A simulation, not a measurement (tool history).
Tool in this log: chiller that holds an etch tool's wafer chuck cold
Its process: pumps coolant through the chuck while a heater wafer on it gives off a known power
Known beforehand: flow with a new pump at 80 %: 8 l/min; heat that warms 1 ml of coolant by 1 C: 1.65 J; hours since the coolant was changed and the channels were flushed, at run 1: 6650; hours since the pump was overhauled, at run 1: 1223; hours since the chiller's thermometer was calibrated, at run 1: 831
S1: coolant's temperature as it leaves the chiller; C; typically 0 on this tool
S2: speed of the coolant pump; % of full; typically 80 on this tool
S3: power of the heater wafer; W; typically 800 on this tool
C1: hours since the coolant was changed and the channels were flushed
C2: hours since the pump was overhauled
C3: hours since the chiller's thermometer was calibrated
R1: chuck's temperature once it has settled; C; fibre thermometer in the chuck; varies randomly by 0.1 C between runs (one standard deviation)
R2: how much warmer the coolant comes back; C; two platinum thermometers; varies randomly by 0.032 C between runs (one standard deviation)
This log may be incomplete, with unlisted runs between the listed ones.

{"run": 1, "hour": 0.0, "S1": 0, "S2": 80, "S3": 800, "C1": 6650, "C2": 1223, "C3": 831, "R1": 8.2, "R2": 3.65}
{"run": 2, "hour": 82.6, "S1": 0, "S2": 80, "S3": 800, "C1": 6732, "C2": 1306, "C3": 914, "R1": 8.1, "R2": 3.6}
{"run": 3, "hour": 148.2, "S1": 0, "S2": 80, "S3": 800, "C1": 6798, "C2": 1372, "C3": 979, "R1": 8, "R2": 3.61}
{"run": 4, "hour": 193.6, "S1": 0, "S2": 95, "S3": 800, "C1": 6843, "C2": 1417, "C3": 1025, "R1": 6.9, "R2": 2.97}
{"run": 5, "hour": 276.2, "S1": 0, "S2": 80, "S3": 800, "C1": 6926, "C2": 1500, "C3": 1107, "R1": 8.1, "R2": 3.6}
{"run": 6, "hour": 374.6, "S1": 0, "S2": 80, "S3": 800, "C1": 7024, "C2": 1598, "C3": 1206, "R1": 8, "R2": 3.69}
{"run": 7, "hour": 423.1, "S1": 0, "S2": 80, "S3": 800, "C1": 7073, "C2": 1646, "C3": 1254, "R1": 8.1, "R2": 3.59}
{"run": 8, "hour": 476.9, "S1": 0, "S2": 73, "S3": 800, "C1": 7127, "C2": 1700, "C3": 1308, "R1": 8.7, "R2": 4.03}
{"run": 9, "hour": 536.3, "S1": 8, "S2": 100, "S3": 437, "C1": 7186, "C2": 1760, "C3": 1367, "R1": 11.5, "R2": 1.59}
{"run": 10, "hour": 606.9, "S1": 0, "S2": 87, "S3": 1139, "C1": 7257, "C2": 1830, "C3": 1438, "R1": 10.6, "R2": 4.72}
{"run": 11, "hour": 671.1, "S1": 0, "S2": 87, "S3": 1139, "C1": 7321, "C2": 1895, "C3": 1502, "R1": 10.7, "R2": 4.75}
{"run": 12, "hour": 719.3, "S1": 7, "S2": 79, "S3": 800, "C1": 7369, "C2": 1943, "C3": 1550, "R1": 15.1, "R2": 3.67}
{"run": 13, "hour": 795.7, "S1": -1, "S2": 79, "S3": 895, "C1": 7445, "C2": 2019, "C3": 1627, "R1": 8.2, "R2": 4.14}
{"run": 14, "hour": 841.4, "S1": -5, "S2": 91, "S3": 927, "C1": 7491, "C2": 2065, "C3": 1672, "R1": 3.3, "R2": 3.71}
{"run": 15, "hour": 930.2, "S1": -5, "S2": 91, "S3": 927, "C1": 7580, "C2": 2154, "C3": 1761, "R1": 3.1, "R2": 3.71}
{"hour": 968.8, "done": "coolant changed, channels flushed"}
{"run": 16, "hour": 984.2, "S1": -1, "S2": 67, "S3": 496, "C1": 15, "C2": 2202, "C3": 1809, "R1": 4.8, "R2": 2.73}

Forecast each of these 4 alternatives for the next run:
{"run": "A", "hour": 1075.8, "S1": 7, "S2": 74, "S3": 496, "C1": 107, "C2": 2293, "C3": 1901, "R1": "?", "R2": "?"}
{"run": "B", "hour": 1075.8, "S1": 0, "S2": 80, "S3": 800, "C1": 107, "C2": 2293, "C3": 1901, "R1": "?", "R2": "?"}
{"run": "C", "hour": 1075.8, "S1": 0, "S2": 62, "S3": 800, "C1": 107, "C2": 2293, "C3": 1901, "R1": "?", "R2": "?"}
{"run": "D", "hour": 1075.8, "S1": 3, "S2": 77, "S3": 721, "C1": 107, "C2": 2293, "C3": 1901, "R1": "?", "R2": "?"}

run=A R1=12.2 R2=2.48
run=B R1=8 R2=3.62
run=C R1=10.2 R2=4.81
run=D R1=10.4 R2=3.43
With no hidden state in the tool, these same runs would have given:
run=A R1=12.2 R2=2.48
run=B R1=8 R2=3.62
run=C R1=10.2 R2=4.81
run=D R1=10.4 R2=3.42

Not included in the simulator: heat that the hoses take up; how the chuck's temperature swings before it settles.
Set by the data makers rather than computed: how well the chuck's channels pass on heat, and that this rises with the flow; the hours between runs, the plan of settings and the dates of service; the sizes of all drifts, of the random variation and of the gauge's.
